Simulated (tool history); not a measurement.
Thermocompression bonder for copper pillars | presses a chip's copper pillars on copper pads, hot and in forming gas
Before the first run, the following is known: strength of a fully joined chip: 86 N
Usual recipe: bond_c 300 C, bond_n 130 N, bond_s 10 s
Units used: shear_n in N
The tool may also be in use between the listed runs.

{"run": 1, "hour": 0.0, "bond_c": 300, "bond_n": 130, "bond_s": 10, "shear_n": 40.7}
{"run": 2, "hour": 32.0, "bond_c": 300, "bond_n": 130, "bond_s": 10, "shear_n": 40.9}
{"run": 3, "hour": 63.3, "bond_c": 300, "bond_n": 130, "bond_s": 10, "shear_n": 41.2}
{"run": 4, "hour": 87.1, "bond_c": 300, "bond_n": 130, "bond_s": 5, "shear_n": 31.1}
{"run": 5, "hour": 121.3, "bond_c": 300, "bond_n": 130, "bond_s": 5, "shear_n": 31.3}
{"run": 6, "hour": 154.5, "bond_c": 300, "bond_n": 130, "bond_s": 5, "shear_n": 31.6}
{"run": 7, "hour": 185.7, "bond_c": 271, "bond_n": 130, "bond_s": 12, "shear_n": 28.8}
{"run": 8, "hour": 216.7, "bond_c": 271, "bond_n": 130, "bond_s": 12, "shear_n": 28.3}
{"run": 9, "hour": 241.3, "bond_c": 321, "bond_n": 130, "bond_s": 10, "shear_n": 50.1}
{"run": 10, "hour": 267.6, "bond_c": 321, "bond_n": 92, "bond_s": 20, "shear_n": 49.4}
{"run": 11, "hour": 291.7, "bond_c": 292, "bond_n": 154, "bond_s": 10, "shear_n": 40.6}

Per-run results on a tool with no hidden state, each run keeping its own random variation:
Unlogged tool condition in this case: true temperature of the bond over the reading, C; force that reaches the chip, % of what is set; oxide that the forming gas leaves, % of the face; drift of the gauge itself on shear_n, %.
run=1 shear_n=41.4
run=2 shear_n=41.8
run=3 shear_n=42.3
run=4 shear_n=32.0
run=5 shear_n=32.4
run=6 shear_n=32.9
run=7 shear_n=30.2
run=8 shear_n=29.8
run=9 shear_n=52.7
run=10 shear_n=52.2
run=11 shear_n=43.1
